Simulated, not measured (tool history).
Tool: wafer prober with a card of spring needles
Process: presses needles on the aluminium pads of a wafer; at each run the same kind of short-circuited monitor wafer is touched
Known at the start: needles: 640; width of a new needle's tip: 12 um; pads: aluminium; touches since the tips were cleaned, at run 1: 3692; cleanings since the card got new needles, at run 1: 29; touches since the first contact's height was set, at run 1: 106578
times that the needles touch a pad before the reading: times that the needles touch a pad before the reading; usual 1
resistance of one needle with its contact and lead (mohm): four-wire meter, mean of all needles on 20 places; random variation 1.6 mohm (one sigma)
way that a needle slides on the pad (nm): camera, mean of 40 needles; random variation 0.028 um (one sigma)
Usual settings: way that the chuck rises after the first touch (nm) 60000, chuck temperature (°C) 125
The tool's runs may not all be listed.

run   hour  way that the chuck rises after the first touch (nm)  chuck temperature (°C)  times that the needles touch a pad before the reading  touches since the tips were cleaned  cleanings since the card got new needles  touches since the first contact's height was set  resistance of one needle with its contact and lead (mohm)  way that a needle slides on the pad (nm)
  1      0                                                60000                     125                                                      1                                 3692                                        29                                            106578                                                        152                                     15620
      14.9  -- tips cleaned on abrasive film
      41.8  -- tips cleaned on abrasive film
  2   57.2                                                60000                     125                                                      1                                 4714                                        31                                            124020                                                        154                                     15640
      68.9  -- tips cleaned on abrasive film
      97.1  -- tips cleaned on abrasive film
  3  108.3                                                60000                     125                                                      1                                 3413                                        33                                            139611                                                        150                                     15620
     127.1  -- tips cleaned on abrasive film
     156.6  -- tips cleaned on abrasive film
     187.2  -- tips cleaned on abrasive film
  4  195.6                                                60000                     125                                                      1                                 2576                                        36                                            166245                                                        152                                     15590
     206.4  -- height of the first contact set anew
     219.4  -- tips cleaned on abrasive film
     245.6  -- tips cleaned on abrasive film
  5    262                                                60000                     125                                                      1                                 5011                                        38                                             16945                                                        150                                     15630
     271.6  -- tips cleaned on abrasive film
       299  -- tips cleaned on abrasive film
  6  317.7                                                60000                     125                                                      1                                 5734                                        40                                             33945                                                        152                                     15630
     330.5  -- tips cleaned on abrasive film
     358.2  -- tips cleaned on abrasive film
     385.1  -- tips cleaned on abrasive film
  7  393.4                                                60000                     125                                                      1                                 2550                                        43                                             57052                                                        154                                     15660
     411.9  -- tips cleaned on abrasive film
  8    429                                                61000                     125                                                      2                                 5241                                        44                                             67919                                                        149                                     15850
     441.6  -- tips cleaned on abrasive film
     468.7  -- tips cleaned on abrasive film
  9  468.7                                                76000                      37                                                      2                                    0                                        46                                             80016                                                        137                                     19840
     496.8  -- tips cleaned on abrasive film
     526.5  -- tips cleaned on abrasive film
 10  549.1                                                76000                      37                                                      2                                 6927                                        48                                            104552                                                        137                                     19870
     553.9  -- tips cleaned on abrasive film
     581.1  -- tips cleaned on abrasive film
     607.5  -- tips cleaned on abrasive film
     633.7  -- tips cleaned on abrasive film
 11  633.7                                                76000                      37                                                      2                                    0                                        52                                            130337                                                        134                                     19900
     665.9  -- tips cleaned on abrasive film
     692.8  -- tips cleaned on abrasive film
 12  717.1                                                60000                      33                                                      1                                 7417                                        54                                            155804                                                        136                                     15690
     722.3  -- tips cleaned on abrasive film
     749.6  -- tips cleaned on abrasive film
     762.8  -- height of the first contact set anew
 13  773.6                                                51000                      87                                                      2                                 7264                                        56                                              3307                                                        145                                     13340

Measured less the same run without the tool's hidden state. The same run-to-run variation is in both; the gauge's scatter may not be:
The hidden state here: debris on the tips, nm; way that the needles fall short of the set height, um; tips' diameter, um; drift of the gauge itself on contact_mohm, %; drift of the gauge itself on scrub_um, %.
run  way that a needle slides on the pad (nm)
  1                                        +0
  2                                        +0
  3                                       +10
  4                                       +30
  5                                       +40
  6                                       +50
  7                                       +60
  8                                       +70
  9                                       +90
 10                                      +110
 11                                      +120
 12                                      +110
 13                                      +110
resistance of one needle with its contact and lead (mohm): within 1 of the measured result in every run.
